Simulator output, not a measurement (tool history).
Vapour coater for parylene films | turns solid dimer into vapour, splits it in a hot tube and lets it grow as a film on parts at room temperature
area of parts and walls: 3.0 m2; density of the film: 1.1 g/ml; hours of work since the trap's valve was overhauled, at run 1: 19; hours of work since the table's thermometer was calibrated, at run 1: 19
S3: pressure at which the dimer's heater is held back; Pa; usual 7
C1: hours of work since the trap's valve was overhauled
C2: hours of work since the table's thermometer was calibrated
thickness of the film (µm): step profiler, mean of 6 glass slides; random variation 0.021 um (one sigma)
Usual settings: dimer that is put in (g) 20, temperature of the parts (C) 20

{"run": 1, "hour": 0.0, "dimer that is put in (g)": 20, "temperature of the parts (C)": 20, "S3": 7, "C1": 19, "C2": 19, "thickness of the film (µm)": 3.35}
{"run": 2, "hour": 17.0, "dimer that is put in (g)": 20, "temperature of the parts (C)": 20, "S3": 7, "C1": 33, "C2": 33, "thickness of the film (µm)": 3.38}
{"run": 3, "hour": 31.2, "dimer that is put in (g)": 20, "temperature of the parts (C)": 20, "S3": 7, "C1": 45, "C2": 45, "thickness of the film (µm)": 3.34}
{"run": 4, "hour": 54.3, "dimer that is put in (g)": 20, "temperature of the parts (C)": 19, "S3": 7, "C1": 65, "C2": 65, "thickness of the film (µm)": 3.45}
{"run": 5, "hour": 69.0, "dimer that is put in (g)": 20, "temperature of the parts (C)": 20, "S3": 7, "C1": 77, "C2": 77, "thickness of the film (µm)": 3.36}
{"run": 6, "hour": 88.6, "dimer that is put in (g)": 26, "temperature of the parts (C)": 20, "S3": 7, "C1": 94, "C2": 94, "thickness of the film (µm)": 4.4}
{"run": 7, "hour": 119.8, "dimer that is put in (g)": 26, "temperature of the parts (C)": 20, "S3": 7, "C1": 120, "C2": 120, "thickness of the film (µm)": 4.31}
{"run": 8, "hour": 135.1, "dimer that is put in (g)": 20, "temperature of the parts (C)": 20, "S3": 7, "C1": 133, "C2": 133, "thickness of the film (µm)": 3.32}
{"run": 9, "hour": 160.0, "dimer that is put in (g)": 20, "temperature of the parts (C)": 23, "S3": 7, "C1": 154, "C2": 154, "thickness of the film (µm)": 3.09}
{"run": 10, "hour": 190.8, "dimer that is put in (g)": 20, "temperature of the parts (C)": 23, "S3": 7, "C1": 181, "C2": 181, "thickness of the film (µm)": 3.08}
{"run": 11, "hour": 204.9, "dimer that is put in (g)": 20, "temperature of the parts (C)": 20, "S3": 11.36, "C1": 192, "C2": 192, "thickness of the film (µm)": 3.21}
{"run": 12, "hour": 218.9, "dimer that is put in (g)": 20, "temperature of the parts (C)": 20, "S3": 11.36, "C1": 204, "C2": 204, "thickness of the film (µm)": 3.19}
{"run": 13, "hour": 242.0, "dimer that is put in (g)": 20, "temperature of the parts (C)": 20, "S3": 11.36, "C1": 224, "C2": 224, "thickness of the film (µm)": 3.16}
{"run": 14, "hour": 255.1, "dimer that is put in (g)": 20, "temperature of the parts (C)": 20, "S3": 11.36, "C1": 235, "C2": 235, "thickness of the film (µm)": 3.18}
{"run": 15, "hour": 286.9, "dimer that is put in (g)": 20, "temperature of the parts (C)": 20, "S3": 7, "C1": 262, "C2": 262, "thickness of the film (µm)": 3.25}
{"run": 16, "hour": 315.0, "dimer that is put in (g)": 20, "temperature of the parts (C)": 20, "S3": 7, "C1": 286, "C2": 286, "thickness of the film (µm)": 3.22}
{"run": 17, "hour": 340.0, "dimer that is put in (g)": 15, "temperature of the parts (C)": 13, "S3": 2.11, "C1": 307, "C2": 307, "thickness of the film (µm)": 3}
{"run": 18, "hour": 368.8, "dimer that is put in (g)": 9, "temperature of the parts (C)": 14, "S3": 7.51, "C1": 331, "C2": 331, "thickness of the film (µm)": 1.64}
{"run": 19, "hour": 386.2, "dimer that is put in (g)": 9, "temperature of the parts (C)": 14, "S3": 3.19, "C1": 346, "C2": 346, "thickness of the film (µm)": 1.72}
{"hour": 390.0, "done": "table's thermometer calibrated"}
{"run": 20, "hour": 409.5, "dimer that is put in (g)": 9, "temperature of the parts (C)": 14, "S3": 3.19, "C1": 365, "C2": 17, "thickness of the film (µm)": 1.68}
{"run": 21, "hour": 423.6, "dimer that is put in (g)": 9, "temperature of the parts (C)": 14, "S3": 3.19, "C1": 377, "C2": 28, "thickness of the film (µm)": 1.72}
{"run": 22, "hour": 443.5, "dimer that is put in (g)": 33, "temperature of the parts (C)": 14, "S3": 3.41, "C1": 394, "C2": 45, "thickness of the film (µm)": 6.19}
{"run": 23, "hour": 459.7, "dimer that is put in (g)": 11, "temperature of the parts (C)": 17, "S3": 7, "C1": 407, "C2": 59, "thickness of the film (µm)": 1.85}
{"run": 24, "hour": 491.0, "dimer that is put in (g)": 11, "temperature of the parts (C)": 17, "S3": 7, "C1": 434, "C2": 86, "thickness of the film (µm)": 1.85}
{"hour": 503.0, "done": "trap's valve overhauled"}
{"run": 25, "hour": 511.8, "dimer that is put in (g)": 11, "temperature of the parts (C)": 17, "S3": 7, "C1": 7, "C2": 100, "thickness of the film (µm)": 1.96}
{"run": 26, "hour": 535.9, "dimer that is put in (g)": 11, "temperature of the parts (C)": 17, "S3": 7, "C1": 28, "C2": 120, "thickness of the film (µm)": 1.95}
{"run": 27, "hour": 556.6, "dimer that is put in (g)": 14, "temperature of the parts (C)": 15, "S3": 2.6, "C1": 45, "C2": 138, "thickness of the film (µm)": 2.73}
{"run": 28, "hour": 575.7, "dimer that is put in (g)": 14, "temperature of the parts (C)": 15, "S3": 4.72, "C1": 62, "C2": 154, "thickness of the film (µm)": 2.65}
{"hour": 581.0, "done": "table's thermometer calibrated, once more"}
{"run": 29, "hour": 592.3, "dimer that is put in (g)": 25, "temperature of the parts (C)": 15, "S3": 4.95, "C1": 75, "C2": 10, "thickness of the film (µm)": 4.71}
{"run": 30, "hour": 614.0, "dimer that is put in (g)": 25, "temperature of the parts (C)": 15, "S3": 4.95, "C1": 93, "C2": 28, "thickness of the film (µm)": 4.77}
{"run": 31, "hour": 638.2, "dimer that is put in (g)": 25, "temperature of the parts (C)": 22, "S3": 2.74, "C1": 114, "C2": 48, "thickness of the film (µm)": 4.2}
{"run": 32, "hour": 652.3, "dimer that is put in (g)": 11, "temperature of the parts (C)": 28, "S3": 4.32, "C1": 125, "C2": 60, "thickness of the film (µm)": 1.61}

Hidden state at the last listed run before each entry between runs and at the first one after, where it differs:
Between runs 19 and 20: table's thermometer calibrated (hour 390)
  vapour lost through the trap's worn valve, %: 4.5 -> 4.8; true temperature of the parts over the reading, C: 0.43 -> 0.7
  measured less the result without the state, thickness of the film (µm): -0.1 -> -0.11
Between runs 24 and 25: trap's valve overhauled (hour 503)
  vapour lost through the trap's worn valve, %: 5.6 -> 0.1; true temperature of the parts over the reading, C: 0.78 -> 0.79
  measured less the result without the state, thickness of the film (µm): -0.14 -> -0.03
Between runs 28 and 29: table's thermometer calibrated, once more (hour 581)
  vapour lost through the trap's worn valve, %: 0.7 -> 0.9; true temperature of the parts over the reading, C: 0.86 -> 0.01
  measured less the result without the state, thickness of the film (µm): -0.06 -> -0.04
